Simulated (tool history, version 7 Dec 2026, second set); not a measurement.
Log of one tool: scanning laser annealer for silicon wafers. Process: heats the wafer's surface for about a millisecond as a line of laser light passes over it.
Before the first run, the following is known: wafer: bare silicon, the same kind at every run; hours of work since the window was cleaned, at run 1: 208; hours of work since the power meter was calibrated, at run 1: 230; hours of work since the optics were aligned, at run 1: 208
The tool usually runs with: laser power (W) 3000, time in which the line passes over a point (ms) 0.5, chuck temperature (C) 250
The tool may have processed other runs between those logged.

run,day,laser power (W),time in which the line passes over a point (ms),chuck temperature (C),hours of work since the window was cleaned,hours of work since the power meter was calibrated,hours of work since the optics were aligned,highest temperature of the surface (C)
1,0,3000,0.5,250,208,230,208,959
2,0.812,3000,0.5,250,222,244,222,958
3,1.425,3000,0.5,250,232,254,232,957
4,2.025,3000,0.5,250,242,264,242,961
5,2.604,3000,0.5,250,252,274,252,959
6,3.196,3000,0.5,250,262,284,262,956
7,4.025,3067,0.5,250,276,298,276,981
8,4.446,3000,0.5,250,283,305,283,957
9,5,3000,0.5,250,292,314,292,957
10,5.483,3000,0.5,250,300,322,300,956
11,6.096,3000,0.431,250,310,332,310,901
12,6.721,3000,0.431,250,321,343,321,901
13,7.35,3000,0.431,250,331,353,331,898
14,8.142,3000,0.431,250,345,367,345,898
15,8.675,3048,0.36,215,354,375,354,817
16,9.346,3107,0.561,263,365,387,365,1050
17,10.008,3000,0.5,274,376,398,376,976
18,10.417,3000,0.5,274,383,405,383,976
19,11.108,3259,0.544,283,394,416,394,1103
20,11.462,3167,0.368,254,400,422,400,893
21,11.921,3167,0.368,254,408,430,408,892
22,12.358,2628,0.368,250,415,437,415,752
23,13.029,2628,0.368,250,427,448,427,750
24,13.708,3147,0.567,262,438,460,438,1063
25,14.325,2874,0.465,228,448,470,448,862
26,14.921,2935,0.5,250,458,480,458,929
27,15.283,2609,0.5,263,464,486,464,846

Branching from run 27: 4 alternative next runs. What would each branch give?
A,15.825,3250,0.618,266,473,495,473,?
B,15.825,2609,0.512,275,473,495,473,?
C,15.825,2696,0.5,265,473,495,473,?
D,15.825,3000,0.435,274,473,495,473,?

run,highest temperature of the surface (C)
A,1140
B,866
C,875
D,926
Without the tool's hidden state the same runs would have given:
run,highest temperature of the surface (C)
A,1163
B,881
C,891
D,943
